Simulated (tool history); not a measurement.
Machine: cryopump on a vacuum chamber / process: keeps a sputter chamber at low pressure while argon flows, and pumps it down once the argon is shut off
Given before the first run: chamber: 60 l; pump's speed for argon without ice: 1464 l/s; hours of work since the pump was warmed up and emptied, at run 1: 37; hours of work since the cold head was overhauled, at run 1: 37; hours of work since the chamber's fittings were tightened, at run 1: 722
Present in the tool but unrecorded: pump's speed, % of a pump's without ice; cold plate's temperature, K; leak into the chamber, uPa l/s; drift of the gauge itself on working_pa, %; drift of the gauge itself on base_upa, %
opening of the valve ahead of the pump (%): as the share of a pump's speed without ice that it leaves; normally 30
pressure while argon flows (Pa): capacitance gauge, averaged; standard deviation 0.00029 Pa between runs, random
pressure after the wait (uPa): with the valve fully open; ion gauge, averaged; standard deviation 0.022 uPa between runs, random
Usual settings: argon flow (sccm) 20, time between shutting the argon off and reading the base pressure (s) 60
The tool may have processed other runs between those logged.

run	hour	argon flow (sccm)	time between shutting the argon off and reading the base pressure (s)	opening of the valve ahead of the pump (%)	hours of work since the pump was warmed up and emptied	hours of work since the cold head was overhauled	hours of work since the chamber's fittings were tightened	pressure while argon flows (Pa)	pressure after the wait (uPa)
1	0.0	20	60	30	37	37	722	0.0775	1.62
2	10.1	20	60	30	46	46	730	0.0778	1.67
3	23.6	19	60	30	57	57	741	0.0732	1.64
4	35.7	20	48	30	67	67	751	0.0778	1.72
5	46.8	20	60	30	76	76	761	0.0775	1.68
6	57.0	20	60	30	84	84	769	0.0777	1.67
7	67.9	20	60	30	93	93	778	0.0776	1.63
8	77.9	20	60	30	102	102	786	0.0781	1.68
9	91.6	20	60	30	113	113	798	0.0777	1.69
10	100.2	20	28	30	120	120	805	0.0776	2.22
11	108.1	20	60	52	126	126	811	0.0457	1.66
12	122.2	20	60	52	138	138	823	0.0459	1.75
13	129.3	20	60	51	144	144	829	0.0462	1.78
14	143.1	20	60	30	155	155	840	0.0781	1.81
15	155.0	20	60	30	165	165	850	0.0783	1.84
16	164.3	12	60	24	173	173	858	0.0585	1.79
17	178.6	12	60	24	185	185	869	0.0584	1.77
18	186.5	22	60	17	191	191	876	0.1508	1.88
19	193.6	28	74	32	197	197	882	0.1036	1.80
20	206.1	20	30	30	207	207	892	0.0787	2.24
21	212.3	8	82	30	213	213	897	0.0316	1.80
22	226.6	16	60	30	224	224	909	0.0629	1.91
23	236.6	14	32	30	233	233	917	0.0552	2.29
24	246.8	14	32	30	241	241	926	0.0551	2.23
25	260.1	17	60	41	252	252	937	0.0493	1.95
26	274.4	30	54	46	264	264	949	0.0785	2.01
27	286.3	12	48	35	274	274	958	0.0414	2.10
28	295.1	20	87	30	281	281	966	0.0794	1.92
29	306.8	20	87	30	291	291	975	0.0789	1.92

5 ways to go on from here, each from the tool as it stands after run 29. What would each give?
A	321.1	36	26	33	302	302	987	?	?
B	321.1	16	211	37	302	302	987	?	?
C	321.1	20	250	30	302	302	987	?	?
D	321.1	22	91	33	302	302	987	?	?
E	321.1	11	87	30	302	302	987	?	?

run	pressure while argon flows (Pa)	pressure after the wait (uPa)
A	0.1301	2.57
B	0.0518	1.82
C	0.0791	1.78
D	0.0793	1.92
E	0.0433	1.94
With the hidden condition removed and each run's random variation left untouched, the same runs would have given:
run	pressure while argon flows (Pa)	pressure after the wait (uPa)
A	0.1259	1.08
B	0.0499	0.33
C	0.0767	0.27
D	0.0768	0.42
E	0.0421	0.46

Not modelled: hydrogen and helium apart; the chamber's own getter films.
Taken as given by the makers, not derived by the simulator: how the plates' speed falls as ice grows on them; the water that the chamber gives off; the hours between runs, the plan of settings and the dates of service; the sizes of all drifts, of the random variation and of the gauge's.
